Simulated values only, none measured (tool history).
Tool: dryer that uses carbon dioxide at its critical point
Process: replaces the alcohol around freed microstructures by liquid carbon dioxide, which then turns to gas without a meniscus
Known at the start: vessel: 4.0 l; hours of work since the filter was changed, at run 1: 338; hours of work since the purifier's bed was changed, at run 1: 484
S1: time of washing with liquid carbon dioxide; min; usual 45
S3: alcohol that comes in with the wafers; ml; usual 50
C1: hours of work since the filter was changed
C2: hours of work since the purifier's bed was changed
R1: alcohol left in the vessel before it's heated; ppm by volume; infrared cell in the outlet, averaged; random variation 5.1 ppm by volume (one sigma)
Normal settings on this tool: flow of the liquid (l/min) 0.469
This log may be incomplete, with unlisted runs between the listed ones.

run 1 hour=0 | S1=45 flow_of_the_liquid_(l/min)=0.469 S3=50 | C1=338 C2=484 | R1=195
run 2 hour=22.9 | S1=45 flow_of_the_liquid_(l/min)=0.6 S3=50 | C1=350 C2=496 | R1=129
run 3 hour=40.7 | S1=45 flow_of_the_liquid_(l/min)=0.469 S3=50 | C1=360 C2=505 | R1=202
run 4 hour=59.1 | S1=47 flow_of_the_liquid_(l/min)=0.469 S3=50 | C1=370 C2=515 | R1=177
run 5 hour=81 | S1=45 flow_of_the_liquid_(l/min)=0.493 S3=50 | C1=381 C2=527 | R1=172
run 6 hour=109.6 | S1=45 flow_of_the_liquid_(l/min)=0.493 S3=50 | C1=397 C2=542 | R1=189
run 7 hour=131.3 | S1=45 flow_of_the_liquid_(l/min)=0.493 S3=50 | C1=408 C2=554 | R1=183
run 8 hour=152.9 | S1=45 flow_of_the_liquid_(l/min)=0.469 S3=31 | C1=420 C2=565 | R1=185
run 9 hour=176.3 | S1=45 flow_of_the_liquid_(l/min)=0.469 S3=31 | C1=432 C2=577 | R1=184
-- hour=179.2 inlet filter changed
run 10 hour=198.9 | S1=45 flow_of_the_liquid_(l/min)=0.401 S3=31 | C1=11 C2=589 | R1=214
run 11 hour=214.5 | S1=45 flow_of_the_liquid_(l/min)=0.341 S3=50 | C1=19 C2=597 | R1=433
run 12 hour=242.6 | S1=45 flow_of_the_liquid_(l/min)=0.341 S3=50 | C1=34 C2=612 | R1=431
run 13 hour=262.1 | S1=45 flow_of_the_liquid_(l/min)=0.341 S3=50 | C1=44 C2=623 | R1=439
run 14 hour=288.9 | S1=45 flow_of_the_liquid_(l/min)=0.469 S3=50 | C1=58 C2=637 | R1=211
run 15 hour=301.4 | S1=45 flow_of_the_liquid_(l/min)=0.469 S3=50 | C1=65 C2=644 | R1=214
run 16 hour=316.4 | S1=45 flow_of_the_liquid_(l/min)=0.446 S3=50 | C1=73 C2=652 | R1=247
run 17 hour=337.7 | S1=32 flow_of_the_liquid_(l/min)=0.469 S3=50 | C1=85 C2=663 | R1=448
run 18 hour=349.3 | S1=32 flow_of_the_liquid_(l/min)=0.469 S3=50 | C1=91 C2=669 | R1=480
run 19 hour=374.4 | S1=32 flow_of_the_liquid_(l/min)=0.469 S3=50 | C1=104 C2=683 | R1=472
run 20 hour=389.7 | S1=32 flow_of_the_liquid_(l/min)=0.469 S3=50 | C1=112 C2=691 | R1=489
run 21 hour=402.7 | S1=48 flow_of_the_liquid_(l/min)=0.42 S3=50 | C1=119 C2=698 | R1=250
run 22 hour=424 | S1=72 flow_of_the_liquid_(l/min)=0.293 S3=24 | C1=130 C2=709 | R1=191
run 23 hour=452.4 | S1=52 flow_of_the_liquid_(l/min)=0.293 S3=21 | C1=146 C2=724 | R1=302
run 24 hour=470 | S1=36 flow_of_the_liquid_(l/min)=0.315 S3=50 | C1=155 C2=734 | R1=1004
run 25 hour=494.6 | S1=45 flow_of_the_liquid_(l/min)=0.361 S3=61 | C1=168 C2=747 | R1=483
run 26 hour=506.6 | S1=45 flow_of_the_liquid_(l/min)=0.361 S3=61 | C1=175 C2=753 | R1=494
run 27 hour=531.9 | S1=45 flow_of_the_liquid_(l/min)=0.361 S3=61 | C1=188 C2=767 | R1=488
run 28 hour=549.6 | S1=45 flow_of_the_liquid_(l/min)=0.361 S3=61 | C1=197 C2=776 | R1=490
run 29 hour=567.6 | S1=37 flow_of_the_liquid_(l/min)=0.348 S3=39 | C1=207 C2=786 | R1=633
run 30 hour=593 | S1=45 flow_of_the_liquid_(l/min)=0.469 S3=99 | C1=221 C2=799 | R1=332
run 31 hour=612.2 | S1=52 flow_of_the_liquid_(l/min)=0.469 S3=28 | C1=231 C2=809 | R1=208
run 32 hour=627.2 | S1=33 flow_of_the_liquid_(l/min)=0.469 S3=41 | C1=239 C2=817 | R1=445
run 33 hour=642.6 | S1=45 flow_of_the_liquid_(l/min)=0.464 S3=50 | C1=247 C2=825 | R1=279
run 34 hour=656.8 | S1=45 flow_of_the_liquid_(l/min)=0.469 S3=50 | C1=255 C2=833 | R1=265
run 35 hour=685.5 | S1=45 flow_of_the_liquid_(l/min)=0.469 S3=76 | C1=270 C2=848 | R1=304
run 36 hour=711.9 | S1=46 flow_of_the_liquid_(l/min)=0.469 S3=98 | C1=284 C2=862 | R1=333
run 37 hour=727.8 | S1=45 flow_of_the_liquid_(l/min)=0.469 S3=89 | C1=292 C2=871 | R1=350
run 38 hour=744.8 | S1=36 flow_of_the_liquid_(l/min)=0.469 S3=37 | C1=301 C2=880 | R1=364

What if the next run were any one of these 3? Each begins from the tool's condition after run 38:
run A hour=757.8 | S1=53 flow_of_the_liquid_(l/min)=0.385 S3=50 | C1=308 C2=887 | R1=?
run B hour=757.8 | S1=45 flow_of_the_liquid_(l/min)=0.299 S3=50 | C1=308 C2=887 | R1=?
run C hour=757.8 | S1=45 flow_of_the_liquid_(l/min)=0.357 S3=27 | C1=308 C2=887 | R1=?

run=A R1=289
run=B R1=753
run=C R1=355
Without the tool's hidden state the same runs would have given:
run=A R1=86
run=B R1=484
run=C R1=143
